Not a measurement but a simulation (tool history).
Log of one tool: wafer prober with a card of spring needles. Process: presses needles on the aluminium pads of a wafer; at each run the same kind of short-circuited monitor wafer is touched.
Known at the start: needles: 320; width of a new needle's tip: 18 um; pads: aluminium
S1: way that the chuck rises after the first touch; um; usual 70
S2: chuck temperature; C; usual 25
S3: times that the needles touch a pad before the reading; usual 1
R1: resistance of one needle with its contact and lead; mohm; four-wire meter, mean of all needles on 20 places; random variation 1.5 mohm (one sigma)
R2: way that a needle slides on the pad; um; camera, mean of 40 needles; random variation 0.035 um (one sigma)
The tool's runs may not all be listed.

run 1 hour=0.0 | S1=70 S2=25 S3=1 | R1=147 R2=16.16
-- hour=6.1 tips cleaned on abrasive film
-- hour=12.1 tips cleaned on abrasive film
-- hour=19.6 tips cleaned on abrasive film
run 2 hour=23.0 | S1=70 S2=25 S3=1 | R1=153 R2=16.01
-- hour=26.0 tips cleaned on abrasive film
-- hour=32.1 tips cleaned on abrasive film
-- hour=39.6 tips cleaned on abrasive film
-- hour=47.2 tips cleaned on abrasive film
run 3 hour=50.9 | S1=70 S2=25 S3=1 | R1=155 R2=15.86
-- hour=54.0 tips cleaned on abrasive film
-- hour=57.3 height of the first contact set anew
-- hour=61.8 tips cleaned on abrasive film
-- hour=67.9 tips cleaned on abrasive film
-- hour=75.4 tips cleaned on abrasive film
-- hour=81.5 tips cleaned on abrasive film
run 4 hour=85.0 | S1=70 S2=25 S3=1 | R1=159 R2=15.50
-- hour=88.1 tips cleaned on abrasive film
-- hour=94.1 tips cleaned on abrasive film
-- hour=101.3 tips cleaned on abrasive film
run 5 hour=101.3 | S1=63 S2=25 S3=1 | R1=144 R2=13.72
-- hour=107.4 tips cleaned on abrasive film
-- hour=114.9 tips cleaned on abrasive film
-- hour=122.5 tips cleaned on abrasive film
run 6 hour=122.6 | S1=63 S2=25 S3=1 | R1=149 R2=13.62
-- hour=128.7 tips cleaned on abrasive film
-- hour=136.2 tips cleaned on abrasive film
-- hour=143.8 tips cleaned on abrasive film
-- hour=151.3 tips cleaned on abrasive film
run 7 hour=153.3 | S1=63 S2=25 S3=1 | R1=156 R2=13.53
-- hour=157.9 tips cleaned on abrasive film
-- hour=165.4 tips cleaned on abrasive film
-- hour=172.9 tips cleaned on abrasive film
-- hour=179.0 tips cleaned on abrasive film
-- hour=186.5 tips cleaned on abrasive film
run 8 hour=190.8 | S1=70 S2=25 S3=1 | R1=161 R2=14.99
-- hour=193.9 tips cleaned on abrasive film
-- hour=201.4 tips cleaned on abrasive film
-- hour=208.8 tips cleaned on abrasive film
-- hour=209.1 height of the first contact set anew
run 9 hour=209.1 | S1=70 S2=76 S3=1 | R1=152 R2=16.41
-- hour=210.9 height of the first contact set anew, once more
-- hour=216.9 tips cleaned on abrasive film
-- hour=224.5 tips cleaned on abrasive film
-- hour=232.0 tips cleaned on abrasive film
-- hour=239.6 tips cleaned on abrasive film
-- hour=245.9 tips cleaned on abrasive film
run 10 hour=245.9 | S1=70 S2=76 S3=1 | R1=152 R2=16.23
-- hour=252.0 tips cleaned on abrasive film
-- hour=259.5 tips cleaned on abrasive film
-- hour=265.6 tips cleaned on abrasive film
-- hour=272.7 tips cleaned on abrasive film
run 11 hour=272.7 | S1=81 S2=76 S3=1 | R1=148 R2=18.76
-- hour=278.7 tips cleaned on abrasive film
-- hour=286.2 tips cleaned on abrasive film
-- hour=293.8 tips cleaned on abrasive film
-- hour=299.8 tips cleaned on abrasive film
run 12 hour=304.7 | S1=81 S2=76 S3=1 | R1=161 R2=18.72
-- hour=306.2 tips cleaned on abrasive film
-- hour=313.8 tips cleaned on abrasive film
-- hour=321.3 tips cleaned on abrasive film
run 13 hour=323.1 | S1=81 S2=76 S3=1 | R1=155 R2=18.58
-- hour=327.7 tips cleaned on abrasive film
-- hour=335.2 tips cleaned on abrasive film
-- hour=342.8 tips cleaned on abrasive film
-- hour=350.3 tips cleaned on abrasive film
run 14 hour=351.0 | S1=81 S2=76 S3=1 | R1=154 R2=18.38
-- hour=357.0 tips cleaned on abrasive film
-- hour=363.1 tips cleaned on abrasive film
-- hour=363.4 height of the first contact set anew
-- hour=370.9 tips cleaned on abrasive film
-- hour=378.4 tips cleaned on abrasive film
run 15 hour=380.1 | S1=81 S2=76 S3=1 | R1=154 R2=18.98
-- hour=384.7 tips cleaned on abrasive film
-- hour=390.7 tips cleaned on abrasive film
-- hour=398.3 tips cleaned on abrasive film
-- hour=405.8 tips cleaned on abrasive film
-- hour=411.9 tips cleaned on abrasive film
run 16 hour=413.4 | S1=68 S2=31 S3=1 | R1=150 R2=15.83
-- hour=418.0 tips cleaned on abrasive film
-- hour=425.6 tips cleaned on abrasive film
run 17 hour=429.0 | S1=68 S2=31 S3=1 | R1=161 R2=15.72
-- hour=432.1 tips cleaned on abrasive film
-- hour=439.6 tips cleaned on abrasive film
-- hour=447.2 tips cleaned on abrasive film
-- hour=454.7 tips cleaned on abrasive film
run 18 hour=455.3 | S1=84 S2=82 S3=2 | R1=154 R2=19.34
-- hour=461.3 tips cleaned on abrasive film
-- hour=468.9 tips cleaned on abrasive film
-- hour=476.4 tips cleaned on abrasive film
-- hour=482.5 tips cleaned on abrasive film
run 19 hour=485.6 | S1=68 S2=30 S3=3 | R1=148 R2=15.46
-- hour=488.7 tips cleaned on abrasive film
-- hour=494.8 tips cleaned on abrasive film
-- hour=502.3 tips cleaned on abrasive film
-- hour=509.8 tips cleaned on abrasive film
run 20 hour=511.1 | S1=68 S2=30 S3=3 | R1=147 R2=15.34
-- hour=515.9 height of the first contact set anew
-- hour=517.5 tips cleaned on abrasive film
-- hour=523.5 tips cleaned on abrasive film
run 21 hour=526.7 | S1=68 S2=70 S3=3 | R1=156 R2=15.90
-- hour=529.8 tips cleaned on abrasive film
-- hour=537.3 tips cleaned on abrasive film
-- hour=544.9 tips cleaned on abrasive film
-- hour=552.4 tips cleaned on abrasive film
run 22 hour=554.0 | S1=61 S2=71 S3=2 | R1=162 R2=14.13
-- hour=558.5 tips cleaned on abrasive film
-- hour=566.1 tips cleaned on abrasive film
-- hour=573.6 tips cleaned on abrasive film
-- hour=581.2 tips cleaned on abrasive film
run 23 hour=584.9 | S1=70 S2=80 S3=2 | R1=161 R2=16.17
-- hour=587.9 tips cleaned on abrasive film
-- hour=595.5 tips cleaned on abrasive film
-- hour=603.0 tips cleaned on abrasive film
run 24 hour=604.9 | S1=54 S2=40 S3=2 | R1=160 R2=12.33
-- hour=609.5 tips cleaned on abrasive film
-- hour=615.6 tips cleaned on abrasive film
-- hour=622.2 tips cleaned on abrasive film
run 25 hour=622.2 | S1=82 S2=43 S3=2 | R1=144 R2=18.81

5 ways to go on from here, each from the tool as it stands after run 25. What would each give?
-- hour=629.7 tips cleaned on abrasive film
-- hour=637.3 tips cleaned on abrasive film
run A hour=642.7 | S1=86 S2=25 S3=1 | R1=? R2=?
-- hour=629.7 tips cleaned on abrasive film
-- hour=637.3 tips cleaned on abrasive film
run B hour=642.7 | S1=62 S2=107 S3=2 | R1=? R2=?
-- hour=629.7 tips cleaned on abrasive film
-- hour=637.3 tips cleaned on abrasive film
run C hour=642.7 | S1=81 S2=43 S3=2 | R1=? R2=?
-- hour=629.7 tips cleaned on abrasive film
-- hour=637.3 tips cleaned on abrasive film
run D hour=642.7 | S1=70 S2=26 S3=1 | R1=? R2=?
-- hour=629.7 tips cleaned on abrasive film
-- hour=637.3 tips cleaned on abrasive film
run E hour=642.7 | S1=85 S2=29 S3=2 | R1=? R2=?

run=A R1=156 R2=19.69
run=B R1=173 R2=14.05
run=C R1=154 R2=18.52
run=D R1=163 R2=15.94
run=E R1=148 R2=19.45
Without the tool's hidden state the same runs would have given:
run=A R1=138 R2=20.19
run=B R1=153 R2=14.55
run=C R1=142 R2=19.01
run=D R1=138 R2=16.44
run=E R1=137 R2=19.94
